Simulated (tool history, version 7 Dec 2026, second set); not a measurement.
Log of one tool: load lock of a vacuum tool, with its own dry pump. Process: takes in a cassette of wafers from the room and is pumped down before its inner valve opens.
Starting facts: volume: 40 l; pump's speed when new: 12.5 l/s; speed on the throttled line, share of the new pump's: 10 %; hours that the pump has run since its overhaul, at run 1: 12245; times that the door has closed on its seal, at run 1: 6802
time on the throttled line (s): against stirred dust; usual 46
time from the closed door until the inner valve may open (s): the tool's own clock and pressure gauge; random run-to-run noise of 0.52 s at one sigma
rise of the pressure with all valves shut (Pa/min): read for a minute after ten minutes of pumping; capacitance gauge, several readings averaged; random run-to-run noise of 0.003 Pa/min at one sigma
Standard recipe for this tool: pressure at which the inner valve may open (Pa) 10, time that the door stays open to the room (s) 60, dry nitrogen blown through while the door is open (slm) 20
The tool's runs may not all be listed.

run     day  time on the throttled line (s)  pressure at which the inner valve may open (Pa)  time that the door stays open to the room (s)  dry nitrogen blown through while the door is open (slm)  hours that the pump has run since its overhaul  times that the door has closed on its seal  incoming humidity of the room's air, %  time from the closed door until the inner valve may open (s)  rise of the pressure with all valves shut (Pa/min)
  1   0.000                              46                                               10                                             60                                                       20                                           12245                                        6802                                    41.3                                                          73.5                                               0.061
  2   5.167                              46                                               10                                             60                                                       20                                           12369                                        7212                                    43.2                                                          73.4                                               0.064
  3   7.533                              46                                               10                                             60                                                       20                                           12426                                        7400                                    44.3                                                          73.9                                               0.064
  4  11.812                              73                                               10                                             60                                                       20                                           12529                                        7740                                    44.1                                                          98.6                                               0.072
  5  16.500                              46                                               10                                             60                                                       20                                           12641                                        8112                                    44.4                                                          73.5                                               0.062
  6  18.750                              46                                               10                                             60                                                       20                                           12695                                        8290                                    46.2                                                          73.1                                               0.072
  7  22.450                              46                                               10                                             60                                                       20                                           12784                                        8584                                    44.9                                                          73.0                                               0.073
  8  26.192                              46                                               10                                             60                                                       20                                           12874                                        8881                                    47.1                                                          73.0                                               0.082
  9  29.667                              46                                               10                                             60                                                        9                                           12957                                        9157                                    50.5                                                          73.4                                               0.092
 10  32.162                              46                                               11                                             41                                                        9                                           13017                                        9355                                    46.8                                                          73.9                                               0.081
 11  35.758                              46                                               11                                             41                                                        9                                           13103                                        9640                                    46.5                                                          74.4                                               0.077
 12  38.388                              32                                               10                                             96                                                        6                                           13166                                        9849                                    42.8                                                          61.3                                               0.113
 13  41.204                              32                                               10                                             96                                                        6                                           13234                                       10073                                    46.3                                                          62.0                                               0.121
 14  45.262                              32                                               10                                            144                                                       33                                           13331                                       10395                                    45.5                                                          61.8                                               0.104

For run 15, what comes out?
 15  50.308                              79                                               10                                             32                                                       20                                           13453                                       10795                                    44.9                                                             ?                                                   ?

time from the closed door until the inner valve may open (s): 102.0
rise of the pressure with all valves shut (Pa/min): 0.069
With no hidden state in the tool, this same run would have given time from the closed door until the inner valve may open (s) 99.4, rise of the pressure with all valves shut (Pa/min) 0.028.

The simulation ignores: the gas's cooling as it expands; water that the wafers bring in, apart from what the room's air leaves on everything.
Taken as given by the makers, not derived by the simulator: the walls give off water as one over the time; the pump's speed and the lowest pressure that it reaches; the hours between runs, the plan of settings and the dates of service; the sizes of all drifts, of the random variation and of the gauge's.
